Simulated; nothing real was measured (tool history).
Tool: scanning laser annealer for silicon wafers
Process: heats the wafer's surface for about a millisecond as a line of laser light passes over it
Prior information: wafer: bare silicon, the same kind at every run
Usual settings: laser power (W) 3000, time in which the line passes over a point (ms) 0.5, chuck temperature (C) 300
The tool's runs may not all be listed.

run     day  laser power (W)  time in which the line passes over a point (ms)  chuck temperature (C)  highest temperature of the surface (C)
  1       0             3000                                              0.5                    300                                     976
  2   2.967             3000                                              0.5                    300                                     976
      4.654  -- window over the wafer cleaned
  3   5.192             3000                                              0.5                    300                                    1000
      8.021  -- optics aligned, line set to its width
  4   8.079             2731                                              0.5                    300                                     942
  5  11.112             2731                                              0.5                    300                                     941
  6  14.154             2945                                              0.5                    300                                    1000
  7  16.288             2945                                              0.5                    300                                    1000
  8  19.125             2945                                              0.5                    300                                     997
  9  21.533             2945                                              0.5                    300                                     997
 10   24.55             2945                                              0.5                    300                                     993
 11    27.4             2945                                              0.5                    300                                     992
 12  30.042             2945                                              0.5                    300                                     989
 13  32.979             2945                                              0.5                    300                                     987
 14  34.967             3000                                              0.5                    300                                    1001
 15  37.388             3000                                              0.5                    300                                    1000
 16  39.312             3000                                            0.446                    300                                     961
 17    40.8             3000                                              0.5                    300                                     998
 18  42.908             3000                                              0.5                    300                                    1000
 19  44.771             3153                                            0.487                    300                                    1029
 20  46.329             2718                                            0.409                    293                                     847
 21  49.067             2718                                            0.409                    293                                     852
 22  51.833             3000                                              0.5                    289                                     980
 23  53.504             2597                                            0.356                    296                                     787
 24  56.275             2597                                            0.356                    296                                     783
 25  57.829             2597                                            0.356                    296                                     785
 26  59.271             3000                                            0.533                    302                                    1013
 27  62.412             3000                                            0.533                    337                                    1044
 28  64.412             3000                                              0.5                    276                                     962
 29   65.95             3000                                              0.5                    276                                     961
 30  67.983             3070                                            0.394                    276                                     897
 31  70.871             3023                                            0.442                    326                                     971
 32  73.317             2871                                            0.512                    279                                     932
 33  75.958             2871                                            0.512                    279                                     932
 34  77.525             2722                                            0.443                    306                                     873
 35   78.95             2576                                            0.354                    329                                     802
     79.958  -- optics aligned, line set to its width
 36  82.133             2576                                            0.354                    284                                     772

Predict each of these 5 candidate next runs independently; none follows another, all start after run 36:
  A  85.067             2706                                            0.514                    264                                       ?
  B  85.067             3216                                              0.5                    300                                       ?
  C  85.067             3179                                            0.589                    299                                       ?
  D  85.067             3000                                              0.5                    316                                       ?
  E  85.067             3097                                            0.406                    335                                       ?

run  highest temperature of the surface (C)
  A                                     884
  B                                    1055
  C                                    1104
  D                                    1010
  E                                     981
Stripped of hidden state, with their random variation kept, the same runs would have yielded:
run  highest temperature of the surface (C)
  A                                     905
  B                                    1080
  C                                    1131
  D                                    1033
  E                                    1002
